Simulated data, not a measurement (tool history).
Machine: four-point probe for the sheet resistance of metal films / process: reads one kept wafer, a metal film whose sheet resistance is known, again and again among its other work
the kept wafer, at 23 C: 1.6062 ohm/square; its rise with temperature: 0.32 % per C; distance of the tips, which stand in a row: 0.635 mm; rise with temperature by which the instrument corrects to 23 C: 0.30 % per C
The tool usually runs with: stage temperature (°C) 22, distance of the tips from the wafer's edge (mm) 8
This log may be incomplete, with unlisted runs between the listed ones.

| run | hour | stage temperature (°C) | distance of the tips from the wafer's edge (mm) | sheet resistance as the instrument gives it (ohm/square) |
|---|---|---|---|---|
| 1 | 0 | 22 | 8 | 1.611154 |
| 2 | 36.1 | 22 | 14 | 1.608183 |
|  | 71 | new probe head fitted |
| 3 | 96 | 22 | 14 | 1.607576 |
| 4 | 152.6 | 22 | 14 | 1.607936 |
| 5 | 208 | 34 | 8 | 1.615286 |
| 6 | 275.6 | 34 | 8 | 1.614723 |
| 7 | 309.1 | 34 | 8 | 1.614837 |
| 8 | 367.3 | 34 | 8 | 1.614314 |
| 9 | 434.3 | 22 | 3 | 1.644355 |
| 10 | 471.8 | 22 | 7 | 1.613259 |
| 11 | 535 | 20 | 64 | 1.605295 |
| 12 | 585.8 | 20 | 64 | 1.605382 |
| 13 | 650.7 | 20 | 5 | 1.619778 |
| 14 | 696.1 | 20 | 5 | 1.619306 |
| 15 | 730.4 | 21 | 5 | 1.620075 |
| 16 | 769.7 | 33 | 3 | 1.646917 |
| 17 | 815.3 | 22 | 5 | 1.619959 |
| 18 | 877.6 | 34 | 7 | 1.616539 |
| 19 | 907 | 34 | 7 | 1.615978 |
| 20 | 970.3 | 20 | 32 | 1.606029 |

Branching from run 20: 4 alternative next runs. What would each branch give?
| A | 1017.7 | 22 | 59 | ? |
| B | 1017.7 | 28 | 8 | ? |
| C | 1017.7 | 21 | 10 | ? |
| D | 1017.7 | 22 | 8 | ? |

| run | sheet resistance as the instrument gives it (ohm/square) |
|---|---|
| A | 1.606368 |
| B | 1.613477 |
| C | 1.609537 |
| D | 1.611795 |
Without the tool's unlogged condition, the same runs would have read:
| run | sheet resistance as the instrument gives it (ohm/square) |
|---|---|
| A | 1.606127 |
| B | 1.613234 |
| C | 1.609296 |
| D | 1.611554 |

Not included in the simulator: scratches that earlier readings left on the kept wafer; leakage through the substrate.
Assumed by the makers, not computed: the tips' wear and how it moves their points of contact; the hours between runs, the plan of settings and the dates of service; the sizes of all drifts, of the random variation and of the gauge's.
